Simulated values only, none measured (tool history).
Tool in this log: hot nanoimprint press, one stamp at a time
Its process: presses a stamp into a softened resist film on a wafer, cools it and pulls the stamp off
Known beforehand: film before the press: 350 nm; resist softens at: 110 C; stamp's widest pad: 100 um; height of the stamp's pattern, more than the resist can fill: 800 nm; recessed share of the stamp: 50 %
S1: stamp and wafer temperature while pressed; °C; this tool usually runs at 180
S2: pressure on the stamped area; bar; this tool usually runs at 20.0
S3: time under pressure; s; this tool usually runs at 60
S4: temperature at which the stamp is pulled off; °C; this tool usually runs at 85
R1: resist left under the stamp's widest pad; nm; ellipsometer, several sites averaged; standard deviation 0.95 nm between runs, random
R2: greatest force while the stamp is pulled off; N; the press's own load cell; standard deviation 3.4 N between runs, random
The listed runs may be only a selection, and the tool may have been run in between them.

Run 1, hour 0.0: usual settings. Result: R1 142.5 nm, R2 278 N.
Run 2, hour 5.4: usual settings but S4 87 °C. Result: R1 143.3 nm, R2 271 N.
Run 3, hour 15.7: usual settings but S4 87 °C. Result: R1 142.7 nm, R2 265 N.
Run 4, hour 25.5: usual settings but S2 26.6 bar. Result: R1 127.0 nm, R2 281 N.
Run 5, hour 32.1: usual settings. Result: R1 145.4 nm, R2 283 N.
At hour 39.7: stamp cleaned and given a new release coat.
Run 6, hour 46.3: usual settings but S1 183 °C. Result: R1 120.8 nm, R2 173 N.
Run 7, hour 53.7: usual settings but S2 31.0 bar. Result: R1 119.7 nm, R2 173 N.
Run 8, hour 62.7: usual settings but S2 31.0 bar. Result: R1 118.7 nm, R2 165 N.
Run 9, hour 69.7: usual settings but S2 31.0 bar. Result: R1 119.6 nm, R2 165 N.
Run 10, hour 82.7: usual settings but S2 31.0 bar. Result: R1 119.8 nm, R2 179 N.
Run 11, hour 93.9: usual settings but S2 31.0 bar. Result: R1 119.1 nm, R2 180 N.
Run 12, hour 101.0: usual settings but S2 31.0 bar. Result: R1 121.2 nm, R2 177 N.
Run 13, hour 109.1: usual settings but S1 176 °C, S2 30.0 bar, S3 43 s. Result: R1 176.2 nm, R2 182 N.
At hour 112.8: plate thermocouple calibrated.
Run 14, hour 123.5: usual settings but S1 169 °C. Result: R1 262.1 nm, R2 183 N.
Run 15, hour 128.8: usual settings but S1 169 °C, S3 79 s. Result: R1 247.1 nm, R2 186 N.
Run 16, hour 138.5: usual settings but S1 176 °C, S2 14.8 bar, S3 79 s. Result: R1 190.5 nm, R2 185 N.
Run 17, hour 150.3: usual settings but S1 169 °C, S2 20.9 bar, S3 31 s, S4 83 °C. Result: R1 294.2 nm, R2 199 N.
Run 18, hour 156.3: usual settings but S3 35 s. Result: R1 187.0 nm, R2 187 N.
Run 19, hour 168.8: usual settings but S1 188 °C, S3 35 s, S4 89 °C. Result: R1 120.4 nm, R2 177 N.
Run 20, hour 179.1: usual settings but S1 188 °C, S3 35 s, S4 89 °C. Result: R1 122.0 nm, R2 174 N.
At hour 190.1: plate thermocouple calibrated, once more.
Run 21, hour 191.2: usual settings but S1 188 °C, S3 35 s, S4 89 °C. Result: R1 106.4 nm, R2 167 N.
Run 22, hour 202.2: usual settings but S1 190 °C, S2 16.7 bar, S3 35 s, S4 89 °C. Result: R1 104.6 nm, R2 166 N.
Run 23, hour 212.6: usual settings but S1 185 °C, S2 12.3 bar, S3 67 s, S4 81 °C. Result: R1 121.2 nm, R2 202 N.
Run 24, hour 222.7: usual settings but S1 187 °C, S2 20.7 bar, S3 34 s, S4 76 °C. Result: R1 112.8 nm, R2 230 N.

Consider 4 possible next runs. They are alternatives, not a sequence: every one starts from the tool as it was left by run 24. What does each give?
Run A, hour 234.9: usual settings but S1 171 °C, S2 17.9 bar, S3 52 s. Result: R1 ?, R2 ?.
Run B, hour 234.9: usual settings but S3 62 s. Result: R1 ?, R2 ?.
Run C, hour 234.9: usual settings but S4 80 °C. Result: R1 ?, R2 ?.
Run D, hour 234.9: usual settings but S1 187 °C, S2 18.4 bar, S3 34 s, S4 76 °C. Result: R1 ?, R2 ?.

run     R1   R2
  A  241.4  187
  B  132.6  191
  C  136.0  218
  D  120.4  231
With no hidden state in the tool, these same runs would have given:
run     R1   R2
  A  240.6  161
  B  131.8  164
  C  135.3  187
  D  119.8  199
